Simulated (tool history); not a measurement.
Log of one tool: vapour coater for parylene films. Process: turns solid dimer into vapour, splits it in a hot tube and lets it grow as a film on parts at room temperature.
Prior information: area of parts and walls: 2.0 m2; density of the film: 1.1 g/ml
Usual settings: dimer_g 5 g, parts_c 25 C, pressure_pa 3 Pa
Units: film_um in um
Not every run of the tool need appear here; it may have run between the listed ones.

run	hour	dimer_g	parts_c	pressure_pa	film_um
1	0	5	25	3	1.12
2	49	5	25	3	1.09
3	80.7	5	25	3	1.1
4	130.8	5	25	4.69	1.02
5	158	5	25	3	1.09
6	196.3	5	25	3.26	1.11
7	240.2	5	25	3.26	1.04
8	296.6	5	25	3.26	1.07
9	353.9	5	24	3	1.15
10	380.5	3	25	4.32	0.62
11	440.8	7	25	5.35	1.35
12	493.4	4	20	11.53	0.89
13	548.7	5	33	4.66	0.71
# hour 556.8: trap's valve overhauled
14	584.7	2	23	2.12	0.54
15	637.6	3	31	3	0.54
16	689.1	4	18	3	1.27
17	732.9	4	18	3	1.23
18	789.3	3	36	3.32	0.43

Measured less the same run without the tool's hidden state. The same run-to-run variation is in both; the gauge's scatter may not be:
The tool's hidden condition here consists of: vapour lost through the trap's worn valve, %; true temperature of the parts over the reading, C; drift of the gauge itself on film_um, %.
run	film_um
1	-0.02
2	-0.02
3	-0.02
4	-0.03
5	-0.03
6	-0.04
7	-0.04
8	-0.04
9	-0.05
10	-0.03
11	-0.07
12	-0.05
13	-0.05
14	+0.01
15	+0.01
16	+0.03
17	+0.01
18	+0.01
